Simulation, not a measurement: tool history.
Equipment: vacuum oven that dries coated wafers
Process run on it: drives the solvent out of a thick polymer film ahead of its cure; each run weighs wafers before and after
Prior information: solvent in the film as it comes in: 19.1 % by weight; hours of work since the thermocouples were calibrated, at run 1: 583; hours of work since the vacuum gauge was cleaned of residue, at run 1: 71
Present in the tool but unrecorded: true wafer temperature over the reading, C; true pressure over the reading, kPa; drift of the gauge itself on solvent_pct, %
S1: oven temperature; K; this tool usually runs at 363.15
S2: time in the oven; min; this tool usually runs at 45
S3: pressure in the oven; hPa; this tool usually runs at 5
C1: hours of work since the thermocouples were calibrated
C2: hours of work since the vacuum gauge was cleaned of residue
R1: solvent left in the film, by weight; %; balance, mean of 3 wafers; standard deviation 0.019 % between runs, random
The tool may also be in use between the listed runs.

run,hour,S1,S2,S3,C1,C2,R1
1,0,363.15,45,5,583,71,1.23
2,33.1,363.15,45,13.92,606,94,1.85
3,48,355.15,45,5,617,105,3.6
4,67.2,355.15,45,5,630,118,3.58
5,88,355.15,45,5,645,133,3.55
6,109,355.15,45,3.56,660,148,3.42
7,135.9,363.15,45,5,679,167,1.24
8,163.9,363.15,45,15.47,699,187,1.93
9,186.3,363.15,45,15.47,714,202,1.95
10,201,363.15,45,15.47,725,213,1.94
11,216.4,363.15,45,15.47,736,224,1.95
# hour 234.6: oven's thermocouples calibrated
12,243.4,363.15,45,15.47,6,241,2.17
13,274.1,372.15,45,2.65,28,263,0.28
14,292.9,372.15,45,2.65,41,276,0.27
15,307.8,363.15,59,7.91,52,287,1.05
16,322.8,363.15,59,7.91,62,297,1.04
17,356.2,358.15,59,3,86,321,1.59
18,376.2,353.15,40,4.9,100,335,5.33
19,396.8,358.15,70,5,115,350,1.3
20,421.9,358.15,70,5,132,367,1.3
21,436.6,374.15,72,5,143,378,0.31

Each row is a separate what-if for the run after 21, all from the same tool condition, not one after another. Results?
A,451,363.15,45,4.15,153,388,?
B,451,363.15,38,5,153,388,?
C,451,363.15,40,3.01,153,388,?
D,451,362.15,45,8.11,153,388,?
E,451,363.15,39,6.88,153,388,?

run,R1
A,1.35
B,1.89
C,1.61
D,1.83
E,1.93
With the hidden condition removed and each run's random variation left untouched, the same runs would have given:
run,R1
A,1.31
B,1.88
C,1.59
D,1.8
E,1.91

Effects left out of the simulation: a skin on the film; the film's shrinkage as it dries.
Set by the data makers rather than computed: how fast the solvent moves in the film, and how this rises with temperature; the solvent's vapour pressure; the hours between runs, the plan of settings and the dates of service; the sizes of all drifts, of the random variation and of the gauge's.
